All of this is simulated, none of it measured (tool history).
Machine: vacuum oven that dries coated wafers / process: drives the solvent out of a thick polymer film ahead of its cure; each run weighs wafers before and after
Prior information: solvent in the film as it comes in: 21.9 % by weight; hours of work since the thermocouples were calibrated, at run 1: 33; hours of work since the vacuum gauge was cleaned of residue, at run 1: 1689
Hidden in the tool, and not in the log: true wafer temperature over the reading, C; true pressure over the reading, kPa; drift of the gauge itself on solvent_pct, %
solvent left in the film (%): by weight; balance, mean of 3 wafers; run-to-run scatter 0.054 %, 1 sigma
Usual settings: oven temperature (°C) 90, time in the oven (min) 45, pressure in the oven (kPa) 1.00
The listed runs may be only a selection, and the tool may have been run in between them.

run	hour	oven temperature (°C)	time in the oven (min)	pressure in the oven (kPa)	hours of work since the thermocouples were calibrated	hours of work since the vacuum gauge was cleaned of residue	solvent left in the film (%)
1	0.0	90	45	1.00	33	1689	2.39
2	69.0	90	56	1.00	79	1735	1.63
3	153.4	90	45	1.00	135	1792	2.40
4	210.4	90	45	0.70	173	1830	2.27
5	300.8	90	45	1.00	234	1890	2.57
6	372.5	90	45	0.72	282	1938	2.45
7	450.8	87	51	0.84	334	1991	2.93
8	507.5	95	25	0.84	372	2029	3.65
9	563.8	88	45	1.00	409	2066	3.22
10	641.8	88	45	1.00	462	2118	3.35

Forecast run 11:
11	744.5	88	72	1.13	530	2187	?

solvent left in the film (%): 1.61
On a tool with no hidden condition, and with the same random variation, this run would have come out at solvent left in the film (%) 1.10.

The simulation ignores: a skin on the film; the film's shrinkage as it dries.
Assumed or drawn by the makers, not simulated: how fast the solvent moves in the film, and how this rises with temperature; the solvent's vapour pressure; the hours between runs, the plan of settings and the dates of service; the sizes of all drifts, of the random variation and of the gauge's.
